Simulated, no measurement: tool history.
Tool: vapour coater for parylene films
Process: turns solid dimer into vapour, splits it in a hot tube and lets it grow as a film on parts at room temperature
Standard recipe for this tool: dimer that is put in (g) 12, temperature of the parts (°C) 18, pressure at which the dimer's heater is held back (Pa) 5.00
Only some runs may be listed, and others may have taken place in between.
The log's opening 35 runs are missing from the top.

run,hour,dimer that is put in (g),temperature of the parts (°C),pressure at which the dimer's heater is held back (Pa),thickness of the film (nm)
36,2058.4,13,10,10.20,9010
37,2115.8,6,23,5.00,2750
38,2183.9,12,18,5.00,6690
39,2245.2,12,17,5.00,6900
40,2307.0,12,25,9.66,4550
41,2383.2,12,13,2.01,9260
# hour 2396.7: trap's valve overhauled
42,2456.1,10,20,5.00,5220
43,2522.4,10,20,5.00,5170
44,2554.6,10,20,5.00,5170
45,2621.4,10,20,2.09,5860

Predict each of these 4 candidate next runs independently; none follows another, all start after run 45:
A,2658.7,8,13,6.18,?
B,2658.7,5,14,5.00,?
C,2658.7,5,14,9.56,?
D,2658.7,10,20,10.07,?

run,thickness of the film (nm)
A,5290
B,3260
C,2920
D,4630
With no hidden state in the tool, these same runs would have given:
run,thickness of the film (nm)
A,5730
B,3530
C,3160
D,5010
